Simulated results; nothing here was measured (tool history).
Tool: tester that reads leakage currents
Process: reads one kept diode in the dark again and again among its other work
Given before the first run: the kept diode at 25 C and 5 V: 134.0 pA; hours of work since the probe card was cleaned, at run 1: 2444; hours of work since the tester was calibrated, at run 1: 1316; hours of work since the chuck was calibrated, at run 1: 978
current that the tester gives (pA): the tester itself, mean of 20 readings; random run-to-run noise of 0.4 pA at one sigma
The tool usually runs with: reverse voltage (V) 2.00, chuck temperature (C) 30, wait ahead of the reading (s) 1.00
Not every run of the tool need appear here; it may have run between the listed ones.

run,hour,reverse voltage (V),chuck temperature (C),wait ahead of the reading (s),hours of work since the probe card was cleaned,hours of work since the tester was calibrated,hours of work since the chuck was calibrated,current that the tester gives (pA)
1,0.0,2.00,30,1.00,2444,1316,978,146.67
2,152.4,2.00,30,1.00,2540,1412,1074,147.34
3,322.0,2.00,30,1.00,2647,1519,1181,148.95
4,466.3,2.00,30,1.00,2738,1610,1272,149.79
5,558.3,2.00,30,1.00,2796,1668,1330,150.08
6,736.8,2.00,30,1.00,2908,1781,1443,151.88
7,849.9,2.00,30,1.00,2980,1852,1514,152.53
8,951.4,2.00,30,1.00,3044,1916,1578,154.29
9,1067.0,2.00,30,1.00,3117,1989,1651,155.49
# hour 1082.9: probe card cleaned and baked
10,1205.2,2.00,30,1.00,77,2074,1736,152.02
11,1324.1,2.00,30,1.00,152,2149,1811,151.87
12,1443.5,7.91,30,1.00,227,2225,1886,312.29
13,1566.0,7.91,30,1.00,305,2302,1964,313.20
14,1703.6,7.91,30,1.00,392,2389,2051,316.43
15,1858.8,2.00,30,1.00,489,2487,2148,157.00
16,1943.6,2.00,30,1.00,543,2540,2202,157.03
# hour 2036.8: chuck's temperature calibrated
17,2067.6,2.00,30,1.00,620,2617,19,133.23
18,2205.1,2.00,30,1.00,707,2704,106,134.61
19,2345.6,2.00,30,1.00,795,2792,195,135.53
20,2535.3,2.00,30,1.00,915,2912,314,136.97
21,2702.0,2.55,43,7.54,1020,3017,420,473.91
22,2840.8,2.55,43,7.54,1108,3105,507,475.20
23,3014.1,7.85,33,0.87,1217,3214,616,372.25
24,3128.1,7.85,33,0.87,1289,3286,688,373.47
25,3246.2,7.85,33,0.87,1363,3361,763,377.12
26,3329.3,1.97,28,1.37,1416,3413,815,118.31
27,3441.2,1.97,28,1.37,1486,3484,886,119.78
28,3607.1,1.97,28,3.91,1591,3588,991,120.16
29,3719.0,11.06,30,1.00,1662,3659,1061,359.08
30,3848.0,11.06,30,1.00,1743,3740,1143,362.76
31,4033.8,2.00,30,5.43,1860,3857,1260,147.30
32,4184.2,5.29,51,1.35,1955,3952,1355,1392.20
33,4328.1,2.00,29,1.00,2046,4043,1445,138.26
34,4459.8,2.00,49,1.00,2129,4126,1529,730.77
35,4589.5,2.00,49,1.00,2211,4208,1610,734.18
# hour 4602.0: tester calibrated
36,4692.9,2.00,28,0.56,2275,57,1674,130.45
37,4796.6,1.92,35,5.20,2340,123,1740,234.02
38,4978.7,2.70,34,1.00,2455,238,1855,259.06
39,5132.8,16.45,38,2.28,2552,335,1952,937.10

Each row is a separate what-if for the run after 39, all from the same tool condition, not one after another. Results?
A,5304.6,2.37,28,0.36,2661,443,2060,?
B,5304.6,2.34,30,8.09,2661,443,2060,?
C,5304.6,18.09,38,1.10,2661,443,2060,?
D,5304.6,5.14,30,1.00,2661,443,2060,?

run,current that the tester gives (pA)
A,148.82
B,173.06
C,1002.41
D,265.18
Without the tool's hidden state the same runs would have given:
run,current that the tester gives (pA)
A,123.01
B,143.67
C,831.91
D,217.74
